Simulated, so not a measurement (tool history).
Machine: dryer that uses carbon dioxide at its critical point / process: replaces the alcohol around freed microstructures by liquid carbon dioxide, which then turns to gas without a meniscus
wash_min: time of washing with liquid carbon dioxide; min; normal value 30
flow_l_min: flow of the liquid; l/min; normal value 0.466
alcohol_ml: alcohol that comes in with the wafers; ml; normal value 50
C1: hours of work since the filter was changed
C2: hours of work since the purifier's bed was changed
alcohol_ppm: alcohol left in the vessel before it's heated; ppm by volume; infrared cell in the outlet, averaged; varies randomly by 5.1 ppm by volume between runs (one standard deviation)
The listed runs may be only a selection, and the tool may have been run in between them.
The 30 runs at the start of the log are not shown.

run 31 hour=377.9 | wash_min=27 flow_l_min=0.555 alcohol_ml=32 | C1=448 C2=130 | alcohol_ppm=83
run 32 hour=388.5 | wash_min=45 flow_l_min=0.299 alcohol_ml=36 | C1=452 C2=133 | alcohol_ppm=154
run 33 hour=405.1 | wash_min=18 flow_l_min=0.486 alcohol_ml=36 | C1=457 C2=138 | alcohol_ppm=646
run 34 hour=415 | wash_min=41 flow_l_min=0.666 alcohol_ml=40 | C1=460 C2=141 | alcohol_ppm=40
run 35 hour=422.8 | wash_min=41 flow_l_min=0.666 alcohol_ml=40 | C1=462 C2=144 | alcohol_ppm=31
run 36 hour=430.2 | wash_min=41 flow_l_min=0.357 alcohol_ml=40 | C1=465 C2=146 | alcohol_ppm=118
run 37 hour=443.3 | wash_min=30 flow_l_min=0.393 alcohol_ml=70 | C1=469 C2=150 | alcohol_ppm=435
run 38 hour=457.7 | wash_min=30 flow_l_min=0.393 alcohol_ml=70 | C1=473 C2=154 | alcohol_ppm=423
run 39 hour=466.4 | wash_min=30 flow_l_min=0.393 alcohol_ml=70 | C1=476 C2=157 | alcohol_ppm=433
run 40 hour=474.5 | wash_min=23 flow_l_min=0.393 alcohol_ml=51 | C1=478 C2=160 | alcohol_ppm=861
run 41 hour=483.7 | wash_min=23 flow_l_min=0.393 alcohol_ml=50 | C1=481 C2=162 | alcohol_ppm=846
run 42 hour=498.9 | wash_min=29 flow_l_min=0.361 alcohol_ml=50 | C1=486 C2=167 | alcohol_ppm=506
-- hour=501.5 inlet filter changed
run 43 hour=510.2 | wash_min=30 flow_l_min=0.501 alcohol_ml=50 | C1=3 C2=170 | alcohol_ppm=82
run 44 hour=522.4 | wash_min=46 flow_l_min=0.361 alcohol_ml=21 | C1=6 C2=174 | alcohol_ppm=51
run 45 hour=538.4 | wash_min=41 flow_l_min=0.466 alcohol_ml=43 | C1=11 C2=179 | alcohol_ppm=50
run 46 hour=552.3 | wash_min=19 flow_l_min=0.466 alcohol_ml=89 | C1=16 C2=183 | alcohol_ppm=1084

Below are 5 alternative next runs, each starting from the tool's condition after run 46. Predict each:
run A hour=568 | wash_min=20 flow_l_min=0.466 alcohol_ml=89 | C1=21 C2=188 | alcohol_ppm=?
run B hour=568 | wash_min=25 flow_l_min=0.298 alcohol_ml=29 | C1=21 C2=188 | alcohol_ppm=?
run C hour=568 | wash_min=30 flow_l_min=0.361 alcohol_ml=71 | C1=21 C2=188 | alcohol_ppm=?
run D hour=568 | wash_min=30 flow_l_min=0.466 alcohol_ml=27 | C1=21 C2=188 | alcohol_ppm=?
run E hour=568 | wash_min=25 flow_l_min=0.466 alcohol_ml=57 | C1=21 C2=188 | alcohol_ppm=?

run=A alcohol_ppm=913
run=B alcohol_ppm=705
run=C alcohol_ppm=447
run=D alcohol_ppm=90
run=E alcohol_ppm=252
Had the tool no hidden state, the same runs would have come out as:
run=A alcohol_ppm=843
run=B alcohol_ppm=649
run=C alcohol_ppm=390
run=D alcohol_ppm=48
run=E alcohol_ppm=202
